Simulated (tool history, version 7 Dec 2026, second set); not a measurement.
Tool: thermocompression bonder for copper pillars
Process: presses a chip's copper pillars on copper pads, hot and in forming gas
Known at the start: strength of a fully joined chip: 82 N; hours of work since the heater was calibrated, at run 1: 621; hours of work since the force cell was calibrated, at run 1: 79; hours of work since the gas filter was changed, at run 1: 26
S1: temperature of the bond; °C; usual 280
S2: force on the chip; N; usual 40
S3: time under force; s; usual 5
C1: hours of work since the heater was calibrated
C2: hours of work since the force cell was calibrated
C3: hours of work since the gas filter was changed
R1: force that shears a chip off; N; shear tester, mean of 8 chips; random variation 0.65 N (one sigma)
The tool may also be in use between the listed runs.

Run 1, hour 0: usual settings; C1 621; C2 79; C3 26. Result: R1 50.7 N.
Run 2, hour 33.2: usual settings; C1 645; C2 103; C3 50. Result: R1 50.8 N.
Run 3, hour 73.4: usual settings but S2 54 N; C1 673; C2 131; C3 78. Result: R1 60.7 N.
Run 4, hour 113.2: usual settings but S2 54 N; C1 701; C2 159; C3 106. Result: R1 59 N.
Run 5, hour 164.8: usual settings but S2 54 N; C1 737; C2 195; C3 142. Result: R1 58.7 N.
Run 6, hour 193.3: usual settings but S2 54 N; C1 757; C2 215; C3 162. Result: R1 59.4 N.
Run 7, hour 243.3: usual settings but S2 54 N; C1 793; C2 251; C3 197. Result: R1 58.9 N.
Run 8, hour 277.5: usual settings; C1 817; C2 275; C3 221. Result: R1 47.2 N.
At hour 281.3: forming gas filter changed.
Run 9, hour 305.5: usual settings; C1 836; C2 294; C3 17. Result: R1 49.7 N.
Run 10, hour 354.8: usual settings; C1 871; C2 329; C3 52. Result: R1 49.7 N.
Run 11, hour 399.1: usual settings; C1 902; C2 360; C3 83. Result: R1 49.4 N.
Run 12, hour 424.5: usual settings but S1 259 °C; C1 920; C2 378; C3 101. Result: R1 40 N.
Run 13, hour 462.5: usual settings but S1 259 °C; C1 947; C2 405; C3 127. Result: R1 41.4 N.
Run 14, hour 489: usual settings but S1 259 °C; C1 965; C2 423; C3 146. Result: R1 40.2 N.
Run 15, hour 540.2: usual settings but S1 259 °C; C1 1001; C2 459; C3 182. Result: R1 39.1 N.
Run 16, hour 570.2: usual settings but S1 299 °C, S2 25 N, S3 3 s; C1 1022; C2 480; C3 203. Result: R1 33 N.
At hour 599.9: forming gas filter changed.
Run 17, hour 618: usual settings but S1 299 °C, S2 25 N, S3 3 s; C1 1056; C2 514; C3 13. Result: R1 35 N.
Run 18, hour 650.5: usual settings but S1 299 °C, S2 25 N, S3 3 s; C1 1078; C2 536; C3 36. Result: R1 34.4 N.
Run 19, hour 695.9: usual settings but S1 299 °C, S2 32 N, S3 14 s; C1 1110; C2 568; C3 68. Result: R1 64.3 N.
Run 20, hour 734.5: usual settings but S3 7 s; C1 1138; C2 596; C3 95. Result: R1 53.6 N.
Run 21, hour 782: usual settings but S1 302 °C, S2 53 N; C1 1171; C2 629; C3 128. Result: R1 64.8 N.
Run 22, hour 819.8: usual settings but S1 271 °C; C1 1198; C2 656; C3 155. Result: R1 43.6 N.
Run 23, hour 859: usual settings but S1 271 °C, S2 41 N; C1 1225; C2 683; C3 182. Result: R1 44.6 N.
Run 24, hour 905.6: usual settings but S1 259 °C, S3 3 s; C1 1258; C2 716; C3 215. Result: R1 31.4 N.
At hour 918.5: forming gas filter changed.
Run 25, hour 956.2: usual settings but S1 271 °C, S2 58 N, S3 3 s; C1 1293; C2 751; C3 27. Result: R1 49.5 N.
Run 26, hour 1001: usual settings but S1 256 °C, S2 41 N, S3 7 s; C1 1325; C2 783; C3 58. Result: R1 43.6 N.
At hour 1047.4: heater calibrated with a thermocouple chip.
Run 27, hour 1054.1: usual settings but S1 267 °C, S2 32 N; C1 5; C2 819; C3 94. Result: R1 39.9 N.
Run 28, hour 1086.1: usual settings but S1 267 °C, S2 32 N; C1 27; C2 841; C3 117. Result: R1 38.2 N.

Forecast each of these 3 alternatives for the next run:
Run A, hour 1128: usual settings but S1 267 °C, S2 32 N, S3 13 s; C1 57; C2 871; C3 146. Result: R1 ?.
Run B, hour 1128: usual settings but S1 294 °C; C1 57; C2 871; C3 146. Result: R1 ?.
Run C, hour 1128: usual settings but S1 267 °C, S2 32 N; C1 57; C2 871; C3 146. Result: R1 ?.

run    R1
  A  52.3
  B  56.6
  C  37.8
Without the tool's hidden state the same runs would have given:
run    R1
  A  54.1
  B  58.6
  C  39.2
